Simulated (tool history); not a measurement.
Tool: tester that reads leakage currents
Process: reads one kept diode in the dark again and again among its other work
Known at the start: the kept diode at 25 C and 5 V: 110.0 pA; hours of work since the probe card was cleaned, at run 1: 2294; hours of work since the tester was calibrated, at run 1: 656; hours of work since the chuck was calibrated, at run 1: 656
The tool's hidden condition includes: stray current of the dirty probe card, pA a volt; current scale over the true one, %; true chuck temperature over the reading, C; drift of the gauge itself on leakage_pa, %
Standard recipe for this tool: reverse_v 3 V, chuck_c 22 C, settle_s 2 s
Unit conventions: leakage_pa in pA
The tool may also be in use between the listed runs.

| run | hour | reverse_v | chuck_c | settle_s | hours of work since the probe card was cleaned | hours of work since the tester was calibrated | hours of work since the chuck was calibrated | leakage_pa |
|---|---|---|---|---|---|---|---|---|
| 1 | 0 | 3 | 22 | 2 | 2294 | 656 | 656 | 72.22 |
| 2 | 190.1 | 3 | 22 | 2 | 2409 | 772 | 772 | 73.07 |
| 3 | 291 | 3 | 46 | 2 | 2470 | 833 | 833 | 386.15 |
| 4 | 435.5 | 3 | 22 | 2 | 2558 | 921 | 921 | 73.53 |
| 5 | 596 | 3 | 22 | 2 | 2656 | 1019 | 1019 | 74.16 |
| 6 | 740.8 | 1.09 | 22 | 2 | 2744 | 1106 | 1106 | 41.16 |
| 7 | 874.3 | 3 | 53 | 2 | 2825 | 1188 | 1188 | 618.91 |
|  | 913.4 | probe card cleaned and baked |
| 8 | 1001.5 | 3 | 53 | 2 | 54 | 1263 | 1263 | 611.6 |
| 9 | 1203.7 | 3 | 49 | 2 | 176 | 1386 | 1386 | 475.55 |
| 10 | 1297.3 | 3 | 22 | 2 | 233 | 1443 | 1443 | 70.56 |
| 11 | 1471.3 | 3 | 22 | 2.56 | 339 | 1548 | 1548 | 71.29 |
| 12 | 1661.4 | 3 | 22 | 2.56 | 454 | 1664 | 1664 | 71.86 |
| 13 | 1858.5 | 3 | 41 | 2 | 574 | 1784 | 1784 | 283.6 |
| 14 | 2000.1 | 3 | 41 | 0.46 | 660 | 1870 | 1870 | 285.93 |
| 15 | 2094.2 | 3 | 41 | 0.46 | 717 | 1927 | 1927 | 288.66 |
| 16 | 2256.4 | 3 | 41 | 0.46 | 816 | 2025 | 2025 | 287.33 |
| 17 | 2350 | 3 | 22 | 5.67 | 873 | 2082 | 2082 | 74.24 |
| 18 | 2469.8 | 3 | 22 | 2 | 945 | 2155 | 2155 | 74.61 |
|  | 2523 | tester calibrated |
|  | 2553.4 | chuck's temperature calibrated |
| 19 | 2594.3 | 3 | 22 | 2 | 1019 | 42 | 25 | 67.54 |
| 20 | 2702 | 3 | 22 | 2 | 1084 | 108 | 90 | 68.15 |
| 21 | 2895.3 | 16.14 | 52 | 1.27 | 1201 | 225 | 208 | 1430.72 |
| 22 | 3085.8 | 3.42 | 22 | 2 | 1317 | 341 | 323 | 74.81 |
| 23 | 3258.4 | 10.67 | 60 | 2 | 1422 | 445 | 428 | 1872.18 |
| 24 | 3409.4 | 6.65 | 22 | 0.34 | 1514 | 537 | 520 | 114.51 |
| 25 | 3517.7 | 6.65 | 22 | 0.34 | 1579 | 603 | 586 | 114.52 |
| 26 | 3631.3 | 6.65 | 22 | 0.34 | 1648 | 672 | 655 | 116.03 |
| 27 | 3801.8 | 3 | 30 | 0.93 | 1752 | 776 | 758 | 128.16 |
| 28 | 3928.7 | 15.13 | 22 | 2.38 | 1829 | 853 | 835 | 186.54 |
| 29 | 4084.6 | 4.55 | 22 | 2.38 | 1924 | 947 | 930 | 93.02 |
| 30 | 4218.3 | 8.05 | 22 | 2.38 | 2005 | 1028 | 1011 | 130.18 |
| 31 | 4304.2 | 1.23 | 53 | 1.76 | 2057 | 1081 | 1063 | 374.47 |
| 32 | 4461.3 | 1.23 | 53 | 1.76 | 2153 | 1176 | 1159 | 375.65 |
| 33 | 4570.1 | 1.23 | 53 | 1.76 | 2219 | 1242 | 1225 | 377.76 |
| 34 | 4722.3 | 1.23 | 53 | 1.76 | 2311 | 1335 | 1317 | 378.84 |
| 35 | 4840.3 | 5.49 | 31 | 6.52 | 2383 | 1406 | 1389 | 200.22 |
| 36 | 5004 | 2.34 | 42 | 0.37 | 2482 | 1506 | 1489 | 266.83 |
| 37 | 5179 | 3.55 | 29 | 0.65 | 2589 | 1612 | 1595 | 138.11 |
| 38 | 5329 | 1.56 | 37 | 7.87 | 2680 | 1703 | 1686 | 151.88 |

Measured minus without-hidden-state, run by run (identical run-to-run variation in each term; gauge scatter may differ):
| run | leakage_pa |
|---|---|
| 1 | +6.31 |
| 2 | +6.95 |
| 3 | +15.64 |
| 4 | +7.71 |
| 5 | +8.23 |
| 6 | +3.76 |
| 7 | +30.47 |
| 8 | +26.42 |
| 9 | +23.4 |
| 10 | +4.53 |
| 11 | +5.12 |
| 12 | +5.75 |
| 13 | +19.88 |
| 14 | +21.17 |
| 15 | +22.18 |
| 16 | +23.29 |
| 17 | +8.03 |
| 18 | +8.41 |
| 19 | +1.84 |
| 20 | +2.2 |
| 21 | +20.75 |
| 22 | +3.86 |
| 23 | +36.16 |
| 24 | +9.02 |
| 25 | +9.6 |
| 26 | +10.31 |
| 27 | +7.35 |
| 28 | +24.55 |
| 29 | +9.43 |
| 30 | +16.07 |
| 31 | +16.48 |
| 32 | +17.88 |
| 33 | +18.97 |
| 34 | +20.34 |
| 35 | +19.76 |
| 36 | +19.25 |
| 37 | +14.97 |
| 38 | +12.95 |
